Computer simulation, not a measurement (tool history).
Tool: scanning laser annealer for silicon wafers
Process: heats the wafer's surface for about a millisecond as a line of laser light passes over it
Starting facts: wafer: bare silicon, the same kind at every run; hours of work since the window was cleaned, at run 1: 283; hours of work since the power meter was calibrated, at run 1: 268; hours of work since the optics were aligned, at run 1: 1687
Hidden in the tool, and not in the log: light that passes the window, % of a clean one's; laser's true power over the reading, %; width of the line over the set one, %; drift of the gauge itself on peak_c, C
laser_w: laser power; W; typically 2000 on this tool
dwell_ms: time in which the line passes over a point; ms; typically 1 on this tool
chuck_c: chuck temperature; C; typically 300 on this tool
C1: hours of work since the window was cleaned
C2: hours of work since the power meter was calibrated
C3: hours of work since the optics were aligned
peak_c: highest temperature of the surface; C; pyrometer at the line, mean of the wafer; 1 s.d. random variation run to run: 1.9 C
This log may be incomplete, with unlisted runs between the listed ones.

run 1 hour=0 | laser_w=2000 dwell_ms=1 chuck_c=300 | C1=283 C2=268 C3=1687 | peak_c=1052
run 2 hour=16.8 | laser_w=2000 dwell_ms=1 chuck_c=300 | C1=293 C2=278 C3=1696 | peak_c=1052
run 3 hour=30.5 | laser_w=1819 dwell_ms=1 chuck_c=300 | C1=301 C2=286 C3=1704 | peak_c=984
run 4 hour=47.6 | laser_w=1819 dwell_ms=1 chuck_c=300 | C1=311 C2=296 C3=1714 | peak_c=980
run 5 hour=65.3 | laser_w=1819 dwell_ms=1 chuck_c=300 | C1=321 C2=306 C3=1725 | peak_c=982
run 6 hour=83.6 | laser_w=2000 dwell_ms=1 chuck_c=300 | C1=332 C2=317 C3=1735 | peak_c=1048
run 7 hour=97.9 | laser_w=2000 dwell_ms=1 chuck_c=327 | C1=340 C2=325 C3=1744 | peak_c=1076
run 8 hour=117.4 | laser_w=2000 dwell_ms=1 chuck_c=327 | C1=351 C2=337 C3=1755 | peak_c=1076
run 9 hour=126.1 | laser_w=2145 dwell_ms=1 chuck_c=300 | C1=356 C2=342 C3=1760 | peak_c=1100
run 10 hour=137.1 | laser_w=2145 dwell_ms=1 chuck_c=300 | C1=363 C2=348 C3=1767 | peak_c=1103
run 11 hour=145.1 | laser_w=2145 dwell_ms=1 chuck_c=300 | C1=368 C2=353 C3=1771 | peak_c=1102
run 12 hour=154 | laser_w=2145 dwell_ms=1 chuck_c=300 | C1=373 C2=358 C3=1776 | peak_c=1102
-- hour=163.4 optics aligned, line set to its width
run 13 hour=168.8 | laser_w=1954 dwell_ms=0.71 chuck_c=281 | C1=378 C2=364 C3=3 | peak_c=919
run 14 hour=187.3 | laser_w=1954 dwell_ms=0.71 chuck_c=281 | C1=389 C2=375 C3=14 | peak_c=921
run 15 hour=201.1 | laser_w=1954 dwell_ms=0.71 chuck_c=281 | C1=397 C2=383 C3=22 | peak_c=920
run 16 hour=216.7 | laser_w=1954 dwell_ms=0.71 chuck_c=281 | C1=406 C2=392 C3=31 | peak_c=916
run 17 hour=226 | laser_w=1954 dwell_ms=0.71 chuck_c=281 | C1=412 C2=397 C3=37 | peak_c=917
run 18 hour=241.8 | laser_w=1755 dwell_ms=0.71 chuck_c=281 | C1=421 C2=407 C3=46 | peak_c=852
run 19 hour=253.7 | laser_w=2168 dwell_ms=1.15 chuck_c=269 | C1=428 C2=413 C3=53 | peak_c=1149
run 20 hour=268.9 | laser_w=1913 dwell_ms=1.25 chuck_c=294 | C1=437 C2=422 C3=62 | peak_c=1099
run 21 hour=286.2 | laser_w=1913 dwell_ms=1.18 chuck_c=270 | C1=447 C2=432 C3=72 | peak_c=1054
run 22 hour=300.7 | laser_w=1944 dwell_ms=0.74 chuck_c=300 | C1=456 C2=441 C3=80 | peak_c=940
run 23 hour=315.8 | laser_w=1944 dwell_ms=0.74 chuck_c=300 | C1=464 C2=450 C3=89 | peak_c=941

Branching from run 23: 4 alternative next runs. What would each branch give?
run A hour=333.9 | laser_w=1944 dwell_ms=0.74 chuck_c=327 | C1=475 C2=460 C3=100 | peak_c=?
run B hour=333.9 | laser_w=1944 dwell_ms=0.95 chuck_c=300 | C1=475 C2=460 C3=100 | peak_c=?
run C hour=333.9 | laser_w=1743 dwell_ms=0.74 chuck_c=329 | C1=475 C2=460 C3=100 | peak_c=?
run D hour=333.9 | laser_w=2000 dwell_ms=0.96 chuck_c=300 | C1=475 C2=460 C3=100 | peak_c=?

run=A peak_c=968
run=B peak_c=1020
run=C peak_c=901
run=D peak_c=1041
With the hidden condition removed and each run's random variation left untouched, the same runs would have given:
run=A peak_c=999
run=B peak_c=1055
run=C peak_c=929
run=D peak_c=1078
